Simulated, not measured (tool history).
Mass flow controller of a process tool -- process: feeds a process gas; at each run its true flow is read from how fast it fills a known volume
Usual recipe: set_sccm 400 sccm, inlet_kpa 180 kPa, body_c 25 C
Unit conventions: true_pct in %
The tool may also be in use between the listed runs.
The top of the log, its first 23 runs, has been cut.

| run | hour | set_sccm | inlet_kpa | body_c | hours of work since the controller was set to zero | hours of work since the controller was changed | true_pct |
|---|---|---|---|---|---|---|---|
| 24 | 5694.4 | 351 | 180 | 25 | 1056 | 1056 | 98.25 |
| 25 | 6015.4 | 192 | 238 | 25 | 1260 | 1260 | 97.48 |
| 26 | 6231 | 192 | 238 | 25 | 1397 | 1397 | 97.5 |
| 27 | 6412 | 102 | 267 | 36 | 1512 | 1512 | 96.98 |
| 28 | 6728.4 | 102 | 267 | 36 | 1713 | 1713 | 96.76 |
| 29 | 7038.9 | 400 | 248 | 25 | 1910 | 1910 | 98.26 |
| 30 | 7276.8 | 170 | 176 | 25 | 2061 | 2061 | 96.33 |
| 31 | 7549.3 | 170 | 176 | 25 | 2234 | 2234 | 96.24 |
| 32 | 7801.8 | 217 | 179 | 37 | 2394 | 2394 | 96.96 |
| 33 | 8009.5 | 107 | 158 | 25 | 2526 | 2526 | 94.83 |
| 34 | 8241.1 | 400 | 241 | 30 | 2673 | 2673 | 97.92 |
| 35 | 8592.8 | 400 | 238 | 25 | 2897 | 2897 | 97.48 |
| 36 | 8805.5 | 400 | 238 | 25 | 3032 | 3032 | 97.45 |
| 37 | 9192.1 | 383 | 157 | 40 | 3277 | 3277 | 97.4 |
| 38 | 9474.4 | 433 | 232 | 30 | 3457 | 3457 | 97.4 |
| 39 | 9864.7 | 76 | 192 | 25 | 3705 | 3705 | 92.24 |
| 40 | 10227.1 | 76 | 192 | 25 | 3935 | 3935 | 92.01 |
| 41 | 10499.3 | 144 | 265 | 25 | 4108 | 4108 | 94.32 |
| 42 | 10867.4 | 144 | 265 | 25 | 4341 | 4341 | 94.14 |
| 43 | 11154.1 | 400 | 165 | 21 | 4524 | 4524 | 95.76 |
| 44 | 11398.2 | 452 | 165 | 22 | 4679 | 4679 | 95.89 |
| 45 | 11582.5 | 452 | 165 | 22 | 4796 | 4796 | 95.93 |
| 46 | 11744.2 | 55 | 180 | 25 | 4898 | 4898 | 88.54 |
| 47 | 12023 | 400 | 203 | 25 | 5075 | 5075 | 95.61 |

Consider 4 possible next runs. They are alternatives, not a sequence: every one starts from the tool as it was left by run 47. What does each give?
| A | 12206.2 | 400 | 203 | 38 | 5192 | 5192 | ? |
| B | 12206.2 | 400 | 211 | 34 | 5192 | 5192 | ? |
| C | 12206.2 | 400 | 204 | 25 | 5192 | 5192 | ? |
| D | 12206.2 | 374 | 239 | 27 | 5192 | 5192 | ? |

| run | true_pct |
|---|---|
| A | 96.1 |
| B | 95.96 |
| C | 95.62 |
| D | 95.65 |
Had the tool no hidden state, the same runs would have come out as:
| run | true_pct |
|---|---|
| A | 100.19 |
| B | 100.06 |
| C | 99.72 |
| D | 99.82 |
